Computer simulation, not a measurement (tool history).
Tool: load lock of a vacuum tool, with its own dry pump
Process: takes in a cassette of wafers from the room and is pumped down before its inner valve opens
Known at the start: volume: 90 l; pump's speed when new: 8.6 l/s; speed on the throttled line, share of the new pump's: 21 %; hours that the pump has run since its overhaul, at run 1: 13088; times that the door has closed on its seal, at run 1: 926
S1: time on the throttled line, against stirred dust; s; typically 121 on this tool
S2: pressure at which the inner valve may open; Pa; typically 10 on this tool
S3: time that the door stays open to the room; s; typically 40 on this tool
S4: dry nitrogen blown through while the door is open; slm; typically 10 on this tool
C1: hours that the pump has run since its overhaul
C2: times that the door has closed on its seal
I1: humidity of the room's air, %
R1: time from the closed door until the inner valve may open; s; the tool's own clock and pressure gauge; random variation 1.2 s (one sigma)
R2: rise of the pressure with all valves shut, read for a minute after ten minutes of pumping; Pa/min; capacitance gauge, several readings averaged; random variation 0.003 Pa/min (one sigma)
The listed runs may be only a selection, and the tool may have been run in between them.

{"run": 1, "hour": 0.0, "S1": 121, "S2": 10, "S3": 40, "S4": 10, "C1": 13088, "C2": 926, "I1": 41.3, "R1": 203.4, "R2": 0.016}
{"run": 2, "hour": 124.2, "S1": 121, "S2": 10, "S3": 40, "S4": 6, "C1": 13212, "C2": 1154, "I1": 45.0, "R1": 204.7, "R2": 0.018}
{"run": 3, "hour": 231.4, "S1": 121, "S2": 7, "S3": 40, "S4": 10, "C1": 13319, "C2": 1350, "I1": 47.8, "R1": 205.9, "R2": 0.019}
{"run": 4, "hour": 323.2, "S1": 121, "S2": 7, "S3": 40, "S4": 10, "C1": 13411, "C2": 1518, "I1": 45.2, "R1": 209.6, "R2": 0.019}
{"run": 5, "hour": 432.6, "S1": 206, "S2": 10, "S3": 40, "S4": 10, "C1": 13520, "C2": 1718, "I1": 48.2, "R1": 268.2, "R2": 0.015}
{"run": 6, "hour": 589.2, "S1": 121, "S2": 10, "S3": 40, "S4": 10, "C1": 13677, "C2": 2005, "I1": 47.8, "R1": 203.7, "R2": 0.017}
{"run": 7, "hour": 696.9, "S1": 121, "S2": 10, "S3": 40, "S4": 10, "C1": 13784, "C2": 2202, "I1": 48.1, "R1": 204.3, "R2": 0.02}
{"run": 8, "hour": 794.3, "S1": 121, "S2": 10, "S3": 40, "S4": 7, "C1": 13882, "C2": 2381, "I1": 43.6, "R1": 204.9, "R2": 0.018}
{"run": 9, "hour": 861.1, "S1": 121, "S2": 10, "S3": 40, "S4": 7, "C1": 13949, "C2": 2503, "I1": 45.1, "R1": 204.4, "R2": 0.024}
{"run": 10, "hour": 1006.7, "S1": 121, "S2": 10, "S3": 40, "S4": 7, "C1": 14094, "C2": 2770, "I1": 49.1, "R1": 205.9, "R2": 0.023}
{"run": 11, "hour": 1156.2, "S1": 90, "S2": 10, "S3": 40, "S4": 10, "C1": 14244, "C2": 3043, "I1": 45.9, "R1": 181.5, "R2": 0.021}

For some of the steps in R1 from one run to the next: how much would appear even if the tool had no hidden state, given the settings, what came in and random variation, and how much remains for the hidden state plus any gauge scatter that the measured result and the result without hidden state don't share?
What the log doesn't record here: pump's speed, % of a new pump's; leak at the door's seal, Pa l/s; drift of the gauge itself on ready_s, %; drift of the gauge itself on rise_pa_min, %.
Run 4 -> 5: S1 121 -> 206, S2 7 -> 10. R1 +58.6 s: hidden state -3.2, all else +61.8.
Run 5 -> 6: S1 206 -> 121. R1 -64.5 s: hidden state +2.6, all else -67.1.
